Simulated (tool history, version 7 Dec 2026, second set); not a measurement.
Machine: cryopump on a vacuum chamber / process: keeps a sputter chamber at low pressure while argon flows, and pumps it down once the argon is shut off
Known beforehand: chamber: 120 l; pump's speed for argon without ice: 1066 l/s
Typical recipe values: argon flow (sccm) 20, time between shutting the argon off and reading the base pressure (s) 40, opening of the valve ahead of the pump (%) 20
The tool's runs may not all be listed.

run     day  argon flow (sccm)  time between shutting the argon off and reading the base pressure (s)  opening of the valve ahead of the pump (%)  pressure while argon flows (Pa)  pressure after the wait (uPa)
  1       0                 20                                                                     40                                          20                           0.1628                           4.27
  2   1.908                 20                                                                     40                                          20                           0.1605                           4.51
  3   4.246                 20                                                                     40                                          36                           0.0914                           4.52
  4   6.121                 20                                                                     40                                          36                            0.093                           4.51
  5   9.646                 20                                                                     40                                          36                           0.0926                           4.63
  6    12.5                 20                                                                     40                                          36                           0.0932                           4.71
  7  14.683                 20                                                                     40                                          20                           0.1627                           4.72
  8  17.492                 20                                                                     40                                          20                           0.1627                           4.81
  9  21.304                 20                                                                     40                                          20                           0.1651                           4.93
 10  24.917                 20                                                                     40                                          20                           0.1629                           5.07
 11  27.067                 15                                                                     40                                          20                           0.1223                           4.95
 12  30.092                 15                                                                    161                                          20                           0.1225                            4.3
 13  33.767                 20                                                                     40                                          49                           0.0705                           5.16
 14  36.379                 20                                                                     40                                          49                           0.0704                           5.26
 15   38.65                 20                                                                     40                                          49                           0.0702                           5.29
 16  41.546                 20                                                                     40                                          49                           0.0705                           5.47
 17  43.708                 20                                                                     40                                          49                           0.0716                           5.58
 18  46.146                 20                                                                     40                                          49                           0.0714                           5.39
     46.512  -- leaking fittings of the chamber tightened, without venting
     47.996  -- pump warmed up, emptied and cooled again
 19  48.242                 14                                                                    294                                          18                           0.1234                           0.49
 20    51.8                 14                                                                    294                                          18                            0.123                           0.51
 21   55.45                 20                                                                     40                                          17                           0.1865                           1.68
 22  59.004                 20                                                                     40                                          23                           0.1372                           1.84
 23  61.125                 20                                                                     40                                          23                           0.1387                           1.77
 24   64.05                 22                                                                     40                                          45                           0.0783                           1.87
 25    67.8                 20                                                                     88                                          33                           0.0978                           1.18
 26  71.242                 20                                                                     88                                          33                           0.0979                           1.26
 27  73.496                 20                                                                     88                                          33                           0.0974                           1.33
 28  75.462                 14                                                                     86                                          33                           0.0687                           1.37
 29  77.554                 24                                                                     86                                          33                           0.1179                            1.4
 30   80.45                 27                                                                     30                                          25                            0.173                           2.55
 31  82.896                 27                                                                     30                                          25                           0.1736                           2.58
 32  86.721                 20                                                                     45                                          42                            0.078                           2.15
 33  88.675                 20                                                                     40                                          49                            0.067                           2.31
 34  91.796                 20                                                                     40                                          49                           0.0676                           2.33
 35  95.146                 20                                                                     40                                          49                            0.067                           2.35

Below are 3 alternative next runs, each starting from the tool's condition after run 35. Predict each:
  A  99.046                 20                                                                     40                                          46                                ?                              ?
  B  99.046                 20                                                                     51                                          20                                ?                              ?
  C  99.046                 25                                                                     90                                          59                                ?                              ?

run  pressure while argon flows (Pa)  pressure after the wait (uPa)
  A                           0.0716                           2.42
  B                           0.1605                           2.17
  C                           0.0721                           1.81
Stripped of hidden state, with their random variation kept, the same runs would have yielded:
run  pressure while argon flows (Pa)  pressure after the wait (uPa)
  A                           0.0685                           1.49
  B                           0.1574                           1.24
  C                           0.0682                           0.85
